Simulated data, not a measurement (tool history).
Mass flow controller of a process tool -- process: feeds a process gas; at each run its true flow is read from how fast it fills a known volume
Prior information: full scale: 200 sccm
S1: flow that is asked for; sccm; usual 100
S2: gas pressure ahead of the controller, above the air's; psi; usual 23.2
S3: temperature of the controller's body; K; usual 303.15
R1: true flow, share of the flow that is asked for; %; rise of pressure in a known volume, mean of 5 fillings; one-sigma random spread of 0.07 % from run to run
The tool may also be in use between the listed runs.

run    hour   S1    S2      S3      R1
  1     0.0  100  23.2  303.15   99.88
  2   323.9  100  21.6  303.15   99.87
  3   514.6  100  32.8  303.15  100.36
  4   858.7  100  23.2  310.15   99.32
  5  1098.3  100  23.2  310.15   99.40
  6  1250.7  100  23.2  310.15   99.56
  7  1466.2  149  23.2  303.15  100.24
  8  1723.0  149  22.2  303.15  100.31
  9  1917.1  149  22.2  303.15  100.40
 10  2161.3  149  20.7  305.15  100.11
 11  2498.3  149  20.7  305.15  100.12
 12  2833.5  149  40.3  297.15  101.87
 13  3093.5  149  40.3  297.15  101.85

Run 14 is up next; what results do you expect?
 14  3270.7  149  40.3  297.15   ?

{"run 14": {"R1": 101.8}}
With no hidden state in the tool, this same run would have given R1 99.97 %.
